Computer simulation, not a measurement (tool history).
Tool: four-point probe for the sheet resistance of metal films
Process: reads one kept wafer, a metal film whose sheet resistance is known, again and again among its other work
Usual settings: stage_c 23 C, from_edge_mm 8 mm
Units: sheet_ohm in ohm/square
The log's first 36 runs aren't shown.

{"run": 37, "hour": 679.6, "stage_c": 23, "from_edge_mm": 67, "sheet_ohm": 4.158021}
{"run": 38, "hour": 699.6, "stage_c": 20, "from_edge_mm": 6, "sheet_ohm": 4.179062}
{"run": 39, "hour": 722.8, "stage_c": 33, "from_edge_mm": 8, "sheet_ohm": 4.154354}
{"run": 40, "hour": 748.0, "stage_c": 24, "from_edge_mm": 23, "sheet_ohm": 4.157002}
{"run": 41, "hour": 773.5, "stage_c": 29, "from_edge_mm": 3, "sheet_ohm": 4.212926}
{"run": 42, "hour": 791.9, "stage_c": 23, "from_edge_mm": 68, "sheet_ohm": 4.159248}
{"run": 43, "hour": 809.0, "stage_c": 22, "from_edge_mm": 5, "sheet_ohm": 4.180633}
{"run": 44, "hour": 833.1, "stage_c": 25, "from_edge_mm": 8, "sheet_ohm": 4.166609}
{"run": 45, "hour": 859.1, "stage_c": 22, "from_edge_mm": 27, "sheet_ohm": 4.160097}

4 ways to go on from here, each from the tool as it stands after run 45. What would each give?
{"run": "A", "hour": 875.1, "stage_c": 28, "from_edge_mm": 8, "sheet_ohm": "?"}
{"run": "B", "hour": 875.1, "stage_c": 18, "from_edge_mm": 16, "sheet_ohm": "?"}
{"run": "C", "hour": 875.1, "stage_c": 23, "from_edge_mm": 12, "sheet_ohm": "?"}
{"run": "D", "hour": 875.1, "stage_c": 22, "from_edge_mm": 13, "sheet_ohm": "?"}

run=A sheet_ohm=4.159479
run=B sheet_ohm=4.166887
run=C sheet_ohm=4.161749
run=D sheet_ohm=4.163290
Without the tool's hidden state the same runs would have given:
run=A sheet_ohm=4.131644
run=B sheet_ohm=4.139043
run=C sheet_ohm=4.133918
run=D sheet_ohm=4.135453
